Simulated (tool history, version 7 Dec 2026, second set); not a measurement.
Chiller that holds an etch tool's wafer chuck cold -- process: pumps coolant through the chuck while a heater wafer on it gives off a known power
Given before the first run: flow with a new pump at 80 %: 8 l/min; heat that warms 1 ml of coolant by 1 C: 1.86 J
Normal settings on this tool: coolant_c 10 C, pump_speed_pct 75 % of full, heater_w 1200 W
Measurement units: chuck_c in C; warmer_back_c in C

{"run": 1, "hour": 0.0, "coolant_c": 10, "pump_speed_pct": 75, "heater_w": 1200, "chuck_c": 23.2, "warmer_back_c": 5.18}
{"run": 2, "hour": 20.0, "coolant_c": 10, "pump_speed_pct": 75, "heater_w": 1200, "chuck_c": 23.3, "warmer_back_c": 5.1}
{"run": 3, "hour": 37.8, "coolant_c": 10, "pump_speed_pct": 75, "heater_w": 1200, "chuck_c": 23.3, "warmer_back_c": 5.12}
{"run": 4, "hour": 59.4, "coolant_c": 10, "pump_speed_pct": 75, "heater_w": 1200, "chuck_c": 23.2, "warmer_back_c": 5.14}
{"run": 5, "hour": 74.7, "coolant_c": 10, "pump_speed_pct": 75, "heater_w": 1200, "chuck_c": 23.1, "warmer_back_c": 5.08}
{"run": 6, "hour": 101.9, "coolant_c": 10, "pump_speed_pct": 75, "heater_w": 1200, "chuck_c": 23.2, "warmer_back_c": 5.1}
{"run": 7, "hour": 124.7, "coolant_c": 10, "pump_speed_pct": 75, "heater_w": 1200, "chuck_c": 23.4, "warmer_back_c": 5.13}
{"run": 8, "hour": 141.6, "coolant_c": 10, "pump_speed_pct": 75, "heater_w": 1200, "chuck_c": 23.3, "warmer_back_c": 5.08}
{"run": 9, "hour": 167.9, "coolant_c": 10, "pump_speed_pct": 75, "heater_w": 1200, "chuck_c": 23.3, "warmer_back_c": 5.1}
{"run": 10, "hour": 183.7, "coolant_c": 10, "pump_speed_pct": 75, "heater_w": 1200, "chuck_c": 23.3, "warmer_back_c": 5}
{"run": 11, "hour": 200.1, "coolant_c": 10, "pump_speed_pct": 75, "heater_w": 1200, "chuck_c": 23.2, "warmer_back_c": 4.99}
{"run": 12, "hour": 224.4, "coolant_c": 10, "pump_speed_pct": 75, "heater_w": 1200, "chuck_c": 23.4, "warmer_back_c": 4.99}
{"run": 13, "hour": 246.0, "coolant_c": 10, "pump_speed_pct": 75, "heater_w": 1200, "chuck_c": 23.2, "warmer_back_c": 4.99}
{"run": 14, "hour": 262.7, "coolant_c": 10, "pump_speed_pct": 75, "heater_w": 1640, "chuck_c": 28, "warmer_back_c": 6.89}
{"run": 15, "hour": 289.2, "coolant_c": 10, "pump_speed_pct": 75, "heater_w": 1640, "chuck_c": 28.1, "warmer_back_c": 6.92}
{"run": 16, "hour": 319.7, "coolant_c": 10, "pump_speed_pct": 75, "heater_w": 641, "chuck_c": 17.1, "warmer_back_c": 2.56}
{"run": 17, "hour": 339.8, "coolant_c": 10, "pump_speed_pct": 75, "heater_w": 641, "chuck_c": 17.1, "warmer_back_c": 2.55}
{"run": 18, "hour": 354.3, "coolant_c": 4, "pump_speed_pct": 75, "heater_w": 1200, "chuck_c": 17.3, "warmer_back_c": 4.97}
{"run": 19, "hour": 371.5, "coolant_c": 4, "pump_speed_pct": 75, "heater_w": 1200, "chuck_c": 17.4, "warmer_back_c": 4.95}
{"run": 20, "hour": 389.6, "coolant_c": 4, "pump_speed_pct": 75, "heater_w": 1200, "chuck_c": 17.3, "warmer_back_c": 4.94}
{"run": 21, "hour": 418.3, "coolant_c": 4, "pump_speed_pct": 75, "heater_w": 1200, "chuck_c": 17.2, "warmer_back_c": 4.84}
{"run": 22, "hour": 443.4, "coolant_c": 10, "pump_speed_pct": 82, "heater_w": 1334, "chuck_c": 23.9, "warmer_back_c": 4.96}
{"run": 23, "hour": 467.1, "coolant_c": 10, "pump_speed_pct": 83, "heater_w": 720, "chuck_c": 17.5, "warmer_back_c": 2.52}
{"run": 24, "hour": 497.7, "coolant_c": 9, "pump_speed_pct": 91, "heater_w": 1253, "chuck_c": 21, "warmer_back_c": 4.05}
{"hour": 524.8, "done": "gauge calibrated"}
{"run": 25, "hour": 528.9, "coolant_c": 9, "pump_speed_pct": 91, "heater_w": 1253, "chuck_c": 21.3, "warmer_back_c": 4.45}
{"run": 26, "hour": 550.5, "coolant_c": 10, "pump_speed_pct": 77, "heater_w": 1200, "chuck_c": 23.1, "warmer_back_c": 5}
{"run": 27, "hour": 563.1, "coolant_c": 5, "pump_speed_pct": 66, "heater_w": 1015, "chuck_c": 16.9, "warmer_back_c": 4.92}
{"run": 28, "hour": 584.1, "coolant_c": 1, "pump_speed_pct": 92, "heater_w": 801, "chuck_c": 8.7, "warmer_back_c": 2.81}

For run 29, what comes out?
{"run": 29, "hour": 605.5, "coolant_c": 18, "pump_speed_pct": 80, "heater_w": 1273, "chuck_c": "?", "warmer_back_c": "?"}

chuck_c: 31.4 C
warmer_back_c: 5.06 C
Without the tool's hidden state the same run would have given chuck_c 31.4 C, warmer_back_c 5.12 C.
